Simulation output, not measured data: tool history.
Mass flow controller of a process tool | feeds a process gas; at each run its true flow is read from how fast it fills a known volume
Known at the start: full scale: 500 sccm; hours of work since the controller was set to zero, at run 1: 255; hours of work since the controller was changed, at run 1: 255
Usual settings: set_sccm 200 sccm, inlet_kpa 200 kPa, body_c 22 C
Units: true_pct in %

run      day  set_sccm  inlet_kpa  body_c  hours of work since the controller was set to zero  hours of work since the controller was changed  true_pct
  1    0.000       200        200      22                                                 255                                             255     99.84
  2   11.938       200        200      22                                                 440                                             440     99.88
  3   28.867       200        200      22                                                 702                                             702     99.89
  4   43.954       200        185      22                                                 936                                             936    100.05
  5   55.954       125        200      22                                                1122                                            1122    100.07
  6   66.046       125        200      22                                                1278                                            1278    100.09
  7   75.325       125        172      22                                                1422                                            1422    100.32
  8   82.517       125        172      22                                                1534                                            1534    100.22
  9   96.267       125        172      22                                                1747                                            1747    100.32
 10  109.858       125        172      40                                                1958                                            1958     98.94
 11  126.667       200        200      22                                                2218                                            2218    100.41
 12  137.888       200        200      22                                                2392                                            2392    100.51
 13  149.304       200        200      26                                                2569                                            2569    100.15
 14  162.500       200        200      26                                                2774                                            2774    100.26
 15  177.125       200        200      26                                                3000                                            3000    100.28
 16  188.738       200        200      26                                                3180                                            3180    100.53
 17  199.738       200        200      26                                                3351                                            3351    100.49
 18  214.792       200        200      26                                                3584                                            3584    100.52
 19  232.438       200        200      22                                                3858                                            3858    101.02
 20  248.371       200        200      22                                                4105                                            4105    101.18
 21  262.150       200        200      22                                                4318                                            4318    101.12
 22  269.583       200        200      22                                                4434                                            4434    101.20
 23  284.721       200        248      22                                                4668                                            4668    101.29
 24  301.738       200        200      37                                                4932                                            4932    100.02
 25  314.238       189        200      31                                                5126                                            5126    100.77
 26  327.575       189        200      31                                                5333                                            5333    100.80
 27  339.108       189        200      31                                                5511                                            5511    100.92
 28  349.775       262        141      22                                                5677                                            5677    101.57
 29  364.154       200        185      31                                                5900                                            5900    100.90
 30  380.183       200        185      31                                                6148                                            6148    101.03
 31  392.346        57        278      35                                                6337                                            6337    103.80
 32  403.467       381        238      35                                                6509                                            6509    100.56
 33  410.942       381        238      35                                                6625                                            6625    100.57
 34  421.525       381        238      35                                                6789                                            6789    100.50
 35  438.500       273        159      24                                                7052                                            7052    101.78
 36  450.500       252        273      22                                                7238                                            7238    101.98
 37  466.379        68        183      22                                                7484                                            7484    105.13
 38  477.204        68        259      22                                                7652                                            7652    105.26
 39  484.812        60        148      22                                                7770                                            7770    106.18
 40  500.388       455        216      23                                                8012                                            8012    101.97
 41  508.988       455        216      23                                                8145                                            8145    101.85
 42  516.521       200        149      32                                                8262                                            8262    101.74
 43  525.746       200        221      22                                                8405                                            8405    102.58
 44  534.621       200        221      22                                                8542                                            8542    102.72
 45  550.958       200        221      22                                                8795                                            8795    102.85
     560.562  -- controller's zero set anew
 46  564.029       200        221      22                                                  54                                            8998    101.12
 47  576.729       200        221      22                                                 251                                            9195    101.23

How the hidden state differs across the entries between the runs, from the last listed run before each to the first after it:
Between runs 45 and 46: controller's zero set anew (day 560.562)
  flow at rest that the sensor doesn't see, % of full scale: 0.739 -> 0.063; true flow over the shown one, %: 1.19 -> 1.22
  measured less the result without the state, true_pct: +3.04 -> +1.38 %
